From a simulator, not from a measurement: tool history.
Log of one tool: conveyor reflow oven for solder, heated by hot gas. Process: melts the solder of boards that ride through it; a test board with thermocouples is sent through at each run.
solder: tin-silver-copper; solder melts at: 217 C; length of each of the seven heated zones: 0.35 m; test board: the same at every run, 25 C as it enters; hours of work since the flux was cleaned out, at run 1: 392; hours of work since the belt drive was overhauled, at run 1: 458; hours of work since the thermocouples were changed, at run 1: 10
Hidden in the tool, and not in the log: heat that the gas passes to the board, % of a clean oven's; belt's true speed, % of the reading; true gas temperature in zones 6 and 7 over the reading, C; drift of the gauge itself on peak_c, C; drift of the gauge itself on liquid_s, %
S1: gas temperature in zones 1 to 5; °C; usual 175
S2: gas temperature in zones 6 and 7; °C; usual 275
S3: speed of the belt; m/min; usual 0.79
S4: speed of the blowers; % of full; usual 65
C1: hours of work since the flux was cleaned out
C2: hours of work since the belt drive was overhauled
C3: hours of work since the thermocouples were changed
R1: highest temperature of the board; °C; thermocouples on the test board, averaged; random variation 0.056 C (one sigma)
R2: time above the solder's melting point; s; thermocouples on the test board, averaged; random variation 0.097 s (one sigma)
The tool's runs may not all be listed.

run 1 day=0 | S1=175 S2=275 S3=0.79 S4=65 | C1=392 C2=458 C3=10 | R1=251.59 R2=38.78
-- day=0.508 flux residue cleaned out of gas plates and filters
run 2 day=1.75 | S1=175 S2=275 S3=0.79 S4=65 | C1=17 C2=478 C3=30 | R1=250.85 R2=38.35
run 3 day=3.658 | S1=175 S2=275 S3=0.79 S4=65 | C1=42 C2=504 C3=56 | R1=250.83 R2=38.2
run 4 day=5.267 | S1=175 S2=276 S3=0.79 S4=65 | C1=64 C2=525 C3=78 | R1=251.58 R2=38.76
run 5 day=7.258 | S1=175 S2=276 S3=0.79 S4=65 | C1=90 C2=552 C3=104 | R1=251.51 R2=38.76
run 6 day=8.388 | S1=175 S2=276 S3=0.79 S4=65 | C1=105 C2=567 C3=119 | R1=251.53 R2=38.61
run 7 day=9.646 | S1=175 S2=276 S3=0.79 S4=65 | C1=122 C2=584 C3=136 | R1=251.46 R2=38.86
run 8 day=10.683 | S1=175 S2=276 S3=0.945 S4=65 | C1=136 C2=598 C3=150 | R1=243.36 R2=27.03
run 9 day=12.479 | S1=175 S2=275 S3=0.79 S4=65 | C1=160 C2=622 C3=174 | R1=250.69 R2=38.06
-- day=13.7 flux residue cleaned out of gas plates and filters, once more
run 10 day=14.775 | S1=175 S2=275 S3=0.79 S4=65 | C1=14 C2=650 C3=202 | R1=253.4 R2=40.2
run 11 day=15.775 | S1=175 S2=275 S3=0.79 S4=65 | C1=28 C2=663 C3=215 | R1=253.44 R2=40.3
run 12 day=17.592 | S1=175 S2=275 S3=0.79 S4=65 | C1=52 C2=687 C3=239 | R1=253.39 R2=40.21
run 13 day=19.838 | S1=175 S2=275 S3=0.733 S4=52 | C1=82 C2=717 C3=269 | R1=251.02 R2=41.76
run 14 day=22.179 | S1=175 S2=267 S3=0.86 S4=65 | C1=113 C2=749 C3=301 | R1=243.42 R2=30.8
run 15 day=24.012 | S1=175 S2=276 S3=0.865 S4=65 | C1=138 C2=773 C3=325 | R1=250.31 R2=34.66
run 16 day=26.042 | S1=175 S2=276 S3=0.946 S4=65 | C1=165 C2=800 C3=352 | R1=246.26 R2=29.03
run 17 day=28.233 | S1=163 S2=277 S3=0.8 S4=68 | C1=194 C2=829 C3=382 | R1=252.8 R2=36.6
run 18 day=30.221 | S1=163 S2=277 S3=0.8 S4=68 | C1=221 C2=856 C3=408 | R1=252.76 R2=36.64
run 19 day=31.625 | S1=178 S2=269 S3=0.91 S4=84 | C1=239 C2=875 C3=427 | R1=249.31 R2=33.81

The next listed run, before its measurement:
run 20 day=33.688 | S1=171 S2=267 S3=0.866 S4=53 | C1=267 C2=902 C3=454 | R1=? R2=?

R1: 236.61 °C
R2: 23.94 s
Without the tool's hidden state the same run would have given R1 236.69 °C, R2 23.62 s.
